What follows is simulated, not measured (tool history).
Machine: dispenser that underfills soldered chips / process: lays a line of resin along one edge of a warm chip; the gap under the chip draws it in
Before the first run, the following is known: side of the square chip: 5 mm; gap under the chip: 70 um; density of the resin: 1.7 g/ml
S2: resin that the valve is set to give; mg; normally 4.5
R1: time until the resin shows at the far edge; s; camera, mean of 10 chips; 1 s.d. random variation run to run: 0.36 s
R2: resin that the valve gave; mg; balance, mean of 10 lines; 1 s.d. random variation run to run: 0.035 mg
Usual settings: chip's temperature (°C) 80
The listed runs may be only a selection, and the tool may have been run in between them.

Run 1, hour 0: usual settings. Result: R1 20.9 s, R2 4.4 mg.
Run 2, hour 6.2: usual settings but chip's temperature (°C) 92. Result: R1 20.3 s, R2 4.41 mg.
Run 3, hour 15: usual settings but chip's temperature (°C) 92. Result: R1 32.8 s, R2 4.33 mg.
At hour 16.3: new syringe of resin.
Run 4, hour 23.1: usual settings but chip's temperature (°C) 92. Result: R1 20.6 s, R2 4.37 mg.
Run 5, hour 30.6: usual settings but chip's temperature (°C) 91. Result: R1 30.7 s, R2 4.28 mg.
At hour 33.7: new syringe of resin.
Run 6, hour 41.8: usual settings but chip's temperature (°C) 91. Result: R1 21.5 s, R2 4.32 mg.
Run 7, hour 46.9: usual settings but S2 5.89 mg. Result: R1 39.8 s, R2 5.61 mg.
At hour 50.5: new syringe of resin.
Run 8, hour 54.5: usual settings but chip's temperature (°C) 73. Result: R1 32 s, R2 4.32 mg.
Run 9, hour 64: usual settings but chip's temperature (°C) 73. Result: R1 53 s, R2 4.28 mg.
At hour 67.2: new syringe of resin.
Run 10, hour 74.3: usual settings but chip's temperature (°C) 89. Result: R1 23.3 s, R2 4.23 mg.
At hour 79.9: dispensing valve cleaned and set on the balance.
At hour 85.3: new syringe of resin.
Run 11, hour 87.8: usual settings but chip's temperature (°C) 89. Result: R1 17.7 s, R2 4.47 mg.
Run 12, hour 94.9: usual settings but chip's temperature (°C) 89. Result: R1 25.9 s, R2 4.42 mg.
At hour 102.3: new syringe of resin.
Run 13, hour 106.8: usual settings but chip's temperature (°C) 73. Result: R1 32 s, R2 4.44 mg.
Run 14, hour 114.4: usual settings but chip's temperature (°C) 73. Result: R1 49.1 s, R2 4.42 mg.
At hour 118.9: new syringe of resin.
Run 15, hour 122.4: usual settings but chip's temperature (°C) 73. Result: R1 30.7 s, R2 4.39 mg.
Run 16, hour 130.5: usual settings but chip's temperature (°C) 73. Result: R1 48.6 s, R2 4.4 mg.
At hour 135.8: new syringe of resin.
Run 17, hour 141.5: usual settings but chip's temperature (°C) 73. Result: R1 35.5 s, R2 4.32 mg.
At hour 152.3: new syringe of resin.
Run 18, hour 152.3: usual settings. Result: R1 21 s, R2 4.3 mg.
Run 19, hour 158.2: usual settings but chip's temperature (°C) 67, S2 5.15 mg. Result: R1 42.7 s, R2 4.86 mg.
Run 20, hour 167.1: usual settings but chip's temperature (°C) 67, S2 4.44 mg. Result: R1 71 s, R2 4.17 mg.
At hour 169.2: new syringe of resin.
Run 21, hour 176.3: usual settings but S2 4.8 mg. Result: R1 31 s, R2 4.51 mg.
Run 22, hour 182.6: usual settings but chip's temperature (°C) 72, S2 3.84 mg. Result: R1 58.3 s, R2 3.54 mg.
At hour 186.4: new syringe of resin.
Run 23, hour 190.5: usual settings but chip's temperature (°C) 87, S2 5.75 mg. Result: R1 20.2 s, R2 5.3 mg.
At hour 193.1: dispensing valve cleaned and set on the balance.
Run 24, hour 202.8: usual settings but chip's temperature (°C) 68, S2 4.47 mg. Result: R1 69.9 s, R2 4.46 mg.
At hour 203.9: new syringe of resin.
Run 25, hour 215.2: usual settings but chip's temperature (°C) 68, S2 4.47 mg. Result: R1 57.7 s, R2 4.42 mg.
At hour 220.8: new syringe of resin.
Run 26, hour 227.1: usual settings but chip's temperature (°C) 74, S2 5.32 mg. Result: R1 34.5 s, R2 5.17 mg.
At hour 237.5: new syringe of resin.
Run 27, hour 239.7: usual settings but chip's temperature (°C) 74, S2 4.9 mg. Result: R1 27.9 s, R2 4.76 mg.
Run 28, hour 251.7: usual settings but chip's temperature (°C) 72, S2 5.78 mg. Result: R1 57.1 s, R2 5.59 mg.
At hour 254.5: new syringe of resin.
Run 29, hour 257.5: usual settings but chip's temperature (°C) 72, S2 5.78 mg. Result: R1 30.7 s, R2 5.49 mg.
Run 30, hour 264.1: usual settings but chip's temperature (°C) 72, S2 5.78 mg. Result: R1 44.4 s, R2 5.54 mg.
At hour 271.1: new syringe of resin.
Run 31, hour 271.1: usual settings but chip's temperature (°C) 89, S2 5.4 mg. Result: R1 16.4 s, R2 5.14 mg.
Run 32, hour 281: usual settings but chip's temperature (°C) 65, S2 5.72 mg. Result: R1 58.1 s, R2 5.43 mg.
At hour 288: new syringe of resin.
Run 33, hour 289.5: usual settings but chip's temperature (°C) 69. Result: R1 32.4 s, R2 4.25 mg.
Run 34, hour 301.3: usual settings but chip's temperature (°C) 91, S2 4.83 mg. Result: R1 29.8 s, R2 4.51 mg.
At hour 304.9: new syringe of resin.
At hour 306.9: dispensing valve cleaned and set on the balance.
Run 35, hour 314.3: usual settings but chip's temperature (°C) 82, S2 4.76 mg. Result: R1 30.1 s, R2 4.71 mg.
At hour 323.1: new syringe of resin.
Run 36, hour 324.9: usual settings but chip's temperature (°C) 82, S2 4.76 mg. Result: R1 20.5 s, R2 4.73 mg.

Here are 4 independent what-if runs from the current tool condition. What would each one return?
Run A, hour 332.2: usual settings but chip's temperature (°C) 82, S2 4.66 mg. Result: R1 ?, R2 ?.
Run B, hour 332.2: usual settings but chip's temperature (°C) 85, S2 4.42 mg. Result: R1 ?, R2 ?.
Run C, hour 332.2: usual settings but S2 4.91 mg. Result: R1 ?, R2 ?.
Run D, hour 332.2: usual settings but chip's temperature (°C) 83, S2 5.84 mg. Result: R1 ?, R2 ?.

run    R1    R2
  A  31.3  4.57
  B  28.9  4.29
  C    33  4.81
  D  30.3  5.73
Stripped of hidden state, with their random variation kept, the same runs would have yielded:
run    R1    R2
  A  17.9  4.64
  B  16.6  4.36
  C  18.8  4.89
  D  17.6  5.81
